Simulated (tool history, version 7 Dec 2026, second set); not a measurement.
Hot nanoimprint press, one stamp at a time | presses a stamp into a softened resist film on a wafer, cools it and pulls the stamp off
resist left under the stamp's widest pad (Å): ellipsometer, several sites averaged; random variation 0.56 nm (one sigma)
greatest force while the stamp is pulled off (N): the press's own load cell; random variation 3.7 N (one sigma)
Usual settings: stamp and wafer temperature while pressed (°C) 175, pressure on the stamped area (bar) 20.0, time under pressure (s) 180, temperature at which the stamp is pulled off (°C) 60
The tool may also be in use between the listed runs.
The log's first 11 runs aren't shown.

run	hour	stamp and wafer temperature while pressed (°C)	pressure on the stamped area (bar)	time under pressure (s)	temperature at which the stamp is pulled off (°C)	resist left under the stamp's widest pad (Å)	greatest force while the stamp is pulled off (N)
12	199.5	175	20.0	215	60	1491	235
# hour 214.6: stamp cleaned and given a new release coat
13	222.0	175	20.0	215	60	1498	174
# hour 230.5: plate thermocouple calibrated
14	244.2	175	20.0	180	60	1586	181
15	269.1	175	20.0	93	60	2002	173
16	280.2	175	20.0	149	60	1695	177
17	299.8	175	22.2	260	63	1299	169
18	321.3	183	22.2	260	61	931	188
19	338.3	183	22.2	260	61	926	182
# hour 352.9: plate thermocouple calibrated, once more
20	361.3	174	20.0	180	60	1721	197
21	378.6	175	20.0	148	48	1779	279
22	393.9	175	20.0	99	61	2044	196
23	405.8	184	27.5	97	52	1314	251
24	425.7	184	27.5	97	52	1306	259
25	436.9	184	27.5	97	52	1310	263
26	459.0	175	28.7	180	60	1433	213
27	484.3	175	31.9	180	54	1364	264
28	497.3	175	31.9	180	54	1380	264
# hour 510.7: press's hydraulic seals changed and the load cell set to zero
29	529.1	174	18.6	180	54	1737	263
30	547.4	184	18.6	180	54	1164	271

Forecast each of these 3 alternatives for the next run:
A	559.3	169	20.0	180	45	?	?
B	559.3	184	18.6	200	47	?	?
C	559.3	174	29.9	180	67	?	?

run	resist left under the stamp's widest pad (Å)	greatest force while the stamp is pulled off (N)
A	2039	327
B	1121	323
C	1416	186
Without the tool's hidden state the same runs would have given:
run	resist left under the stamp's widest pad (Å)	greatest force while the stamp is pulled off (N)
A	2037	253
B	1120	250
C	1414	143
